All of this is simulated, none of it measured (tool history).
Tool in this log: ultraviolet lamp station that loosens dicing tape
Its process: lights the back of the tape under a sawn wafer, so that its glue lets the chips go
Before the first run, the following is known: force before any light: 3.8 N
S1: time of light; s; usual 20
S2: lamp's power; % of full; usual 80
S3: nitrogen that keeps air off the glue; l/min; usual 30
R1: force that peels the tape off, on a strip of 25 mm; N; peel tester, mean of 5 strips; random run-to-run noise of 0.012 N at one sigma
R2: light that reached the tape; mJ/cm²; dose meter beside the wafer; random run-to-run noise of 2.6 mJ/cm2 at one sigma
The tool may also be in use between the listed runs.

Run 1, hour 0.0: usual settings. Result: R1 1.003 N, R2 219 mJ/cm².
Run 2, hour 60.1: usual settings. Result: R1 1.065 N, R2 204 mJ/cm².
Run 3, hour 138.0: usual settings. Result: R1 0.601 N, R2 308 mJ/cm².
Run 4, hour 187.1: usual settings. Result: R1 0.633 N, R2 299 mJ/cm².
Run 5, hour 229.7: usual settings. Result: R1 0.664 N, R2 284 mJ/cm².
Run 6, hour 286.9: usual settings. Result: R1 0.693 N, R2 272 mJ/cm².
Run 7, hour 357.3: usual settings. Result: R1 0.785 N, R2 255 mJ/cm².
Run 8, hour 404.8: usual settings. Result: R1 0.631 N, R2 284 mJ/cm².
Run 9, hour 455.0: usual settings but S2 76 % of full. Result: R1 0.763 N, R2 263 mJ/cm².
Run 10, hour 527.2: usual settings. Result: R1 0.788 N, R2 257 mJ/cm².
Run 11, hour 570.1: usual settings but S1 23 s. Result: R1 0.660 N, R2 288 mJ/cm².
Run 12, hour 609.1: usual settings but S1 23 s. Result: R1 0.712 N, R2 277 mJ/cm².
Run 13, hour 653.8: usual settings but S1 16 s, S2 72 % of full, S3 39 l/min. Result: R1 1.199 N, R2 166 mJ/cm².
Run 14, hour 711.9: usual settings but S1 31 s, S2 72 % of full, S3 39 l/min. Result: R1 0.548 N, R2 301 mJ/cm².
Run 15, hour 796.4: usual settings but S1 12 s, S2 61 % of full, S3 49 l/min. Result: R1 1.719 N, R2 109 mJ/cm².
Run 16, hour 857.1: usual settings but S1 12 s, S2 61 % of full, S3 49 l/min. Result: R1 1.722 N, R2 101 mJ/cm².
Run 17, hour 912.2: usual settings but S1 12 s, S2 61 % of full, S3 49 l/min. Result: R1 1.892 N, R2 94 mJ/cm².
Run 18, hour 992.6: usual settings but S1 39 s, S2 65 % of full, S3 35 l/min. Result: R1 0.581 N, R2 305 mJ/cm².
Run 19, hour 1076.0: usual settings but S1 34 s, S2 82 % of full, S3 9 l/min. Result: R1 0.892 N, R2 309 mJ/cm².
Run 20, hour 1135.7: usual settings but S3 19 l/min. Result: R1 1.206 N, R2 196 mJ/cm².
Run 21, hour 1176.0: usual settings but S3 19 l/min. Result: R1 0.664 N, R2 310 mJ/cm².

Not shown here: 5 entries made in the log between runs. Locate each between two listed runs and compare the hidden state at the listed run before it with the hidden state at the listed run after it:
From run 2 to run 3: lamp changed (hour 127.5)
  lamp's light, % of a new lamp's: 63.8 -> 99; light that the window lets through, % of a clean one's: 97.2 -> 94.2
  what was measured, less what the result would be without the hidden state, R1: +0.493 -> +0.055 N; R2: -125 -> -22 mJ/cm²
From run 7 to run 8: window cleaned of glue's vapour (hour 364.1)
  lamp's light, % of a new lamp's: 90.3 -> 88.4; light that the window lets through, % of a clean one's: 85.5 -> 98.2
  what was measured, less what the result would be without the hidden state, R1: +0.237 -> +0.112 N; R2: -74 -> -43 mJ/cm²
From run 14 to run 15: window cleaned of glue's vapour (hour 727.0)
  lamp's light, % of a new lamp's: 76.5 -> 73.3; light that the window lets through, % of a clean one's: 86.1 -> 96.9
  what was measured, less what the result would be without the hidden state, R1: +0.231 -> +0.447 N; R2: -157 -> -44 mJ/cm²
From run 19 to run 20: window cleaned of glue's vapour (hour 1089.4)
  lamp's light, % of a new lamp's: 62.3 -> 60; light that the window lets through, % of a clean one's: 85.9 -> 97.6
  what was measured, less what the result would be without the hidden state, R1: +0.504 -> +0.582 N; R2: -269 -> -138 mJ/cm²
From run 20 to run 21: lamp changed (hour 1145.7)
  lamp's light, % of a new lamp's: 60 -> 97.9; light that the window lets through, % of a clean one's: 97.6 -> 96.1
  what was measured, less what the result would be without the hidden state, R1: +0.582 -> +0.053 N; R2: -138 -> -19 mJ/cm²

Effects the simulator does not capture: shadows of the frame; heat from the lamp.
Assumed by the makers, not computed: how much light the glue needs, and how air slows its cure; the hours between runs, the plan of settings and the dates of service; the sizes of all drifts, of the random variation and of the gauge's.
